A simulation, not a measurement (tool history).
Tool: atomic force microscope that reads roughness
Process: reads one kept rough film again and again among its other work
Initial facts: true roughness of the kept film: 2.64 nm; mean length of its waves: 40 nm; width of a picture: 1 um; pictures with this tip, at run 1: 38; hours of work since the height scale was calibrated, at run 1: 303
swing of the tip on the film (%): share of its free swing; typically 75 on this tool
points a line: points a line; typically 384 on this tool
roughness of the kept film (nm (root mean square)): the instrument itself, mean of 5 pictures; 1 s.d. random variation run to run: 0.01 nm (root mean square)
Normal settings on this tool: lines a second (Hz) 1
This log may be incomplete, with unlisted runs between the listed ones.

| run | hour | lines a second (Hz) | swing of the tip on the film (%) | points a line | pictures with this tip | hours of work since the height scale was calibrated | roughness of the kept film (nm (root mean square)) |
|---|---|---|---|---|---|---|---|
| 1 | 0 | 1 | 75 | 384 | 38 | 303 | 2.423 |
| 2 | 22.4 | 1 | 75 | 670 | 65 | 314 | 2.41 |
| 3 | 53.3 | 1 | 75 | 670 | 103 | 329 | 2.412 |
| 4 | 73 | 1 | 75 | 670 | 126 | 338 | 2.447 |
| 5 | 120.3 | 1 | 75 | 670 | 183 | 360 | 2.418 |
| 6 | 157.3 | 1 | 75 | 670 | 228 | 378 | 2.42 |
| 7 | 186.4 | 1 | 75 | 670 | 263 | 392 | 2.42 |
|  | 220.6 | new tip fitted |
| 8 | 220.6 | 1 | 75 | 384 | 0 | 408 | 2.417 |
| 9 | 250.6 | 1 | 75 | 384 | 37 | 422 | 2.419 |
| 10 | 299.2 | 0.55 | 71 | 982 | 95 | 445 | 2.47 |
| 11 | 341.5 | 0.88 | 83 | 258 | 146 | 465 | 2.377 |
| 12 | 378.6 | 1.07 | 75 | 384 | 191 | 482 | 2.41 |
| 13 | 404.3 | 2.33 | 75 | 301 | 222 | 495 | 2.29 |
| 14 | 451 | 1.13 | 56 | 744 | 278 | 517 | 2.494 |
|  | 473.8 | new tip fitted |
| 15 | 495.3 | 1.13 | 56 | 744 | 26 | 538 | 2.476 |
| 16 | 530 | 1.13 | 76 | 744 | 67 | 554 | 2.415 |
| 17 | 570.7 | 3.05 | 57 | 384 | 117 | 573 | 2.429 |
| 18 | 599.1 | 3.05 | 57 | 384 | 151 | 587 | 2.403 |

What if the next run were any one of these 5? Each begins from the tool's condition after run 18:
| A | 625.2 | 3.05 | 63 | 265 | 182 | 599 | ? |
| B | 625.2 | 3.16 | 66 | 384 | 182 | 599 | ? |
| C | 625.2 | 0.79 | 66 | 829 | 182 | 599 | ? |
| D | 625.2 | 3.05 | 63 | 427 | 182 | 599 | ? |
| E | 625.2 | 1.13 | 57 | 704 | 182 | 599 | ? |

| run | roughness of the kept film (nm (root mean square)) |
|---|---|
| A | 2.348 |
| B | 2.325 |
| C | 2.48 |
| D | 2.36 |
| E | 2.474 |
The same runs, with their run-to-run variation unchanged, on a tool lacking any hidden condition would have given:
| run | roughness of the kept film (nm (root mean square)) |
|---|---|
| A | 2.352 |
| B | 2.329 |
| C | 2.483 |
| D | 2.364 |
| E | 2.477 |

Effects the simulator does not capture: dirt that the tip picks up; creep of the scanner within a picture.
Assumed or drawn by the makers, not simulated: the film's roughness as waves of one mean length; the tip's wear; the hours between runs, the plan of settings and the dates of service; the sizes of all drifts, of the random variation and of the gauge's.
